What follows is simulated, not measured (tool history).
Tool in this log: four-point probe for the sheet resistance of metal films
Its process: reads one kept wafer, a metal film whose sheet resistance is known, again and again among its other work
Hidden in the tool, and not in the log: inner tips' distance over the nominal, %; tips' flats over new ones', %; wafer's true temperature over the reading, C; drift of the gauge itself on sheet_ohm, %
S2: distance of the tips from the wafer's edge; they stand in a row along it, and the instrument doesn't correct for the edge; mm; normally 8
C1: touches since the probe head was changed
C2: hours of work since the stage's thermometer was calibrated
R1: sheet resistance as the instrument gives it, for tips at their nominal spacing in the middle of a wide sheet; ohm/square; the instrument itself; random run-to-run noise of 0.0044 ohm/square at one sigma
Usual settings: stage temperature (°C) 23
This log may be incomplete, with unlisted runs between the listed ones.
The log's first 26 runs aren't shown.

Run 27, hour 497.8: usual settings but stage temperature (°C) 21, S2 34 mm; C1 5009; C2 677. Result: R1 22.076214 ohm/square.
Run 28, hour 518.9: usual settings but stage temperature (°C) 25, S2 37 mm; C1 6161; C2 691. Result: R1 22.020029 ohm/square.
Run 29, hour 539.6: usual settings but stage temperature (°C) 25, S2 67 mm; C1 7287; C2 705. Result: R1 22.01352 ohm/square.
Run 30, hour 559.4: usual settings but stage temperature (°C) 21, S2 68 mm; C1 8364; C2 718. Result: R1 22.071686 ohm/square.
Run 31, hour 571.9: usual settings but stage temperature (°C) 33, S2 68 mm; C1 9046; C2 726. Result: R1 21.912752 ohm/square.
Run 32, hour 587.7: usual settings but stage temperature (°C) 27, S2 30 mm; C1 9906; C2 737. Result: R1 21.995561 ohm/square.
Run 33, hour 612: usual settings but stage temperature (°C) 19, S2 9 mm; C1 11231; C2 753. Result: R1 22.157405 ohm/square.
Run 34, hour 624: usual settings but stage temperature (°C) 22, S2 63 mm; C1 11885; C2 761. Result: R1 22.063556 ohm/square.
Run 35, hour 646.5: usual settings but stage temperature (°C) 19, S2 70 mm; C1 13109; C2 776. Result: R1 22.120328 ohm/square.
Run 36, hour 663.1: usual settings but stage temperature (°C) 19, S2 70 mm; C1 14017; C2 787. Result: R1 22.114122 ohm/square.
Run 37, hour 681.4: usual settings but stage temperature (°C) 19, S2 70 mm; C1 15012; C2 799. Result: R1 22.113766 ohm/square.
Run 38, hour 704.8: usual settings but stage temperature (°C) 33, S2 6 mm; C1 16290; C2 814. Result: R1 22.055758 ohm/square.
Run 39, hour 728.2: usual settings but stage temperature (°C) 33, S2 6 mm; C1 17560; C2 830. Result: R1 22.055129 ohm/square.
Run 40, hour 756.5: usual settings but S2 4 mm; C1 19105; C2 848. Result: R1 22.363989 ohm/square.
Run 41, hour 783.4: usual settings but stage temperature (°C) 27, S2 70 mm; C1 20567; C2 866. Result: R1 22.008752 ohm/square.
Run 42, hour 800.5: usual settings but stage temperature (°C) 34, S2 13 mm; C1 21499; C2 877. Result: R1 21.939646 ohm/square.
Run 43, hour 813.4: usual settings but stage temperature (°C) 24, S2 10 mm; C1 22206; C2 886. Result: R1 22.093897 ohm/square.
Run 44, hour 835: usual settings but stage temperature (°C) 18, S2 14 mm; C1 23378; C2 900. Result: R1 22.166625 ohm/square.
Run 45, hour 847.4: usual settings but stage temperature (°C) 25, S2 7 mm; C1 24057; C2 909. Result: R1 22.146548 ohm/square.
Run 46, hour 866.8: usual settings but S2 21 mm; C1 25116; C2 921. Result: R1 22.07786 ohm/square.

Here are 3 independent what-if runs from the current tool condition. What would each one return?
Run A, hour 883.2: usual settings but stage temperature (°C) 19, S2 6 mm; C1 26005; C2 932. Result: R1 ?.
Run B, hour 883.2: usual settings but stage temperature (°C) 27, S2 20 mm; C1 26005; C2 932. Result: R1 ?.
Run C, hour 883.2: usual settings but S2 75 mm; C1 26005; C2 932. Result: R1 ?.

run         R1
  A  22.254869
  B  22.030385
  C  22.077575
The same runs, with their run-to-run variation unchanged, on a tool lacking any hidden condition would have given:
run         R1
  A  22.042301
  B  21.820493
  C  21.866925
